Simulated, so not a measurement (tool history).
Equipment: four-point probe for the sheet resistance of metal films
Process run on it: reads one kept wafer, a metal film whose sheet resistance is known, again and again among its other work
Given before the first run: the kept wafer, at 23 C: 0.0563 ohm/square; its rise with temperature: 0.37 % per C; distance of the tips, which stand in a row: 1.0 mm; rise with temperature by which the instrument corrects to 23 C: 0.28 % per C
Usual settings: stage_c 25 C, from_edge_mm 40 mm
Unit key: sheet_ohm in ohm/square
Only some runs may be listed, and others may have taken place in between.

{"run": 1, "hour": 0.0, "stage_c": 25, "from_edge_mm": 40, "sheet_ohm": 0.056091}
{"run": 2, "hour": 8.6, "stage_c": 25, "from_edge_mm": 40, "sheet_ohm": 0.056081}
{"run": 3, "hour": 18.1, "stage_c": 25, "from_edge_mm": 40, "sheet_ohm": 0.056087}
{"run": 4, "hour": 32.9, "stage_c": 25, "from_edge_mm": 40, "sheet_ohm": 0.056108}
{"run": 5, "hour": 47.7, "stage_c": 25, "from_edge_mm": 40, "sheet_ohm": 0.056063}
{"run": 6, "hour": 57.6, "stage_c": 25, "from_edge_mm": 40, "sheet_ohm": 0.056081}
{"run": 7, "hour": 70.9, "stage_c": 25, "from_edge_mm": 40, "sheet_ohm": 0.056096}
{"run": 8, "hour": 82.8, "stage_c": 25, "from_edge_mm": 40, "sheet_ohm": 0.056077}
{"run": 9, "hour": 93.6, "stage_c": 25, "from_edge_mm": 40, "sheet_ohm": 0.056079}
{"run": 10, "hour": 106.0, "stage_c": 25, "from_edge_mm": 5, "sheet_ohm": 0.057243}
{"run": 11, "hour": 122.5, "stage_c": 25, "from_edge_mm": 40, "sheet_ohm": 0.056076}
{"run": 12, "hour": 141.5, "stage_c": 25, "from_edge_mm": 3, "sheet_ohm": 0.059211}
{"run": 13, "hour": 153.8, "stage_c": 24, "from_edge_mm": 40, "sheet_ohm": 0.056021}
{"run": 14, "hour": 162.7, "stage_c": 24, "from_edge_mm": 40, "sheet_ohm": 0.056016}
{"run": 15, "hour": 178.5, "stage_c": 18, "from_edge_mm": 40, "sheet_ohm": 0.055699}
{"run": 16, "hour": 190.3, "stage_c": 18, "from_edge_mm": 33, "sheet_ohm": 0.055702}
{"run": 17, "hour": 208.8, "stage_c": 25, "from_edge_mm": 15, "sheet_ohm": 0.056208}
{"run": 18, "hour": 218.9, "stage_c": 25, "from_edge_mm": 15, "sheet_ohm": 0.056192}
{"run": 19, "hour": 235.9, "stage_c": 25, "from_edge_mm": 40, "sheet_ohm": 0.05608}
{"run": 20, "hour": 252.2, "stage_c": 27, "from_edge_mm": 12, "sheet_ohm": 0.05638}
{"run": 21, "hour": 261.0, "stage_c": 27, "from_edge_mm": 12, "sheet_ohm": 0.056385}
{"hour": 262.3, "done": "stage's thermometer calibrated"}
{"run": 22, "hour": 277.7, "stage_c": 30, "from_edge_mm": 11, "sheet_ohm": 0.056565}
{"run": 23, "hour": 287.5, "stage_c": 30, "from_edge_mm": 11, "sheet_ohm": 0.056558}
{"run": 24, "hour": 296.1, "stage_c": 23, "from_edge_mm": 3, "sheet_ohm": 0.059111}
{"run": 25, "hour": 314.0, "stage_c": 31, "from_edge_mm": 50, "sheet_ohm": 0.056392}
{"run": 26, "hour": 324.2, "stage_c": 21, "from_edge_mm": 22, "sheet_ohm": 0.055904}
{"hour": 333.2, "done": "stage's thermometer calibrated, once more"}
{"run": 27, "hour": 340.4, "stage_c": 32, "from_edge_mm": 17, "sheet_ohm": 0.056498}
{"run": 28, "hour": 357.2, "stage_c": 29, "from_edge_mm": 7, "sheet_ohm": 0.05686}
{"run": 29, "hour": 365.9, "stage_c": 29, "from_edge_mm": 7, "sheet_ohm": 0.056835}
{"run": 30, "hour": 382.9, "stage_c": 29, "from_edge_mm": 39, "sheet_ohm": 0.056281}
{"run": 31, "hour": 395.1, "stage_c": 28, "from_edge_mm": 7, "sheet_ohm": 0.056802}
{"run": 32, "hour": 412.7, "stage_c": 28, "from_edge_mm": 7, "sheet_ohm": 0.056834}
{"run": 33, "hour": 426.6, "stage_c": 28, "from_edge_mm": 7, "sheet_ohm": 0.05682}
{"run": 34, "hour": 439.9, "stage_c": 21, "from_edge_mm": 4, "sheet_ohm": 0.057635}
{"run": 35, "hour": 454.8, "stage_c": 32, "from_edge_mm": 61, "sheet_ohm": 0.056401}
{"run": 36, "hour": 468.0, "stage_c": 23, "from_edge_mm": 5, "sheet_ohm": 0.05713}
{"run": 37, "hour": 487.2, "stage_c": 23, "from_edge_mm": 5, "sheet_ohm": 0.05711}
{"run": 38, "hour": 501.4, "stage_c": 23, "from_edge_mm": 5, "sheet_ohm": 0.057106}

Consider 5 possible next runs. They are alternatives, not a sequence: every one starts from the tool as it was left by run 38. What does each give?
{"run": "A", "hour": 518.2, "stage_c": 27, "from_edge_mm": 40, "sheet_ohm": "?"}
{"run": "B", "hour": 518.2, "stage_c": 19, "from_edge_mm": 17, "sheet_ohm": "?"}
{"run": "C", "hour": 518.2, "stage_c": 22, "from_edge_mm": 53, "sheet_ohm": "?"}
{"run": "D", "hour": 518.2, "stage_c": 30, "from_edge_mm": 16, "sheet_ohm": "?"}
{"run": "E", "hour": 518.2, "stage_c": 26, "from_edge_mm": 20, "sheet_ohm": "?"}

run=A sheet_ohm=0.056164
run=B sheet_ohm=0.055793
run=C sheet_ohm=0.055893
run=D sheet_ohm=0.056424
run=E sheet_ohm=0.056161
The same runs, with their run-to-run variation unchanged, on a tool lacking any hidden condition would have given:
run=A sheet_ohm=0.056539
run=B sheet_ohm=0.056166
run=C sheet_ohm=0.056266
run=D sheet_ohm=0.0568
run=E sheet_ohm=0.056536
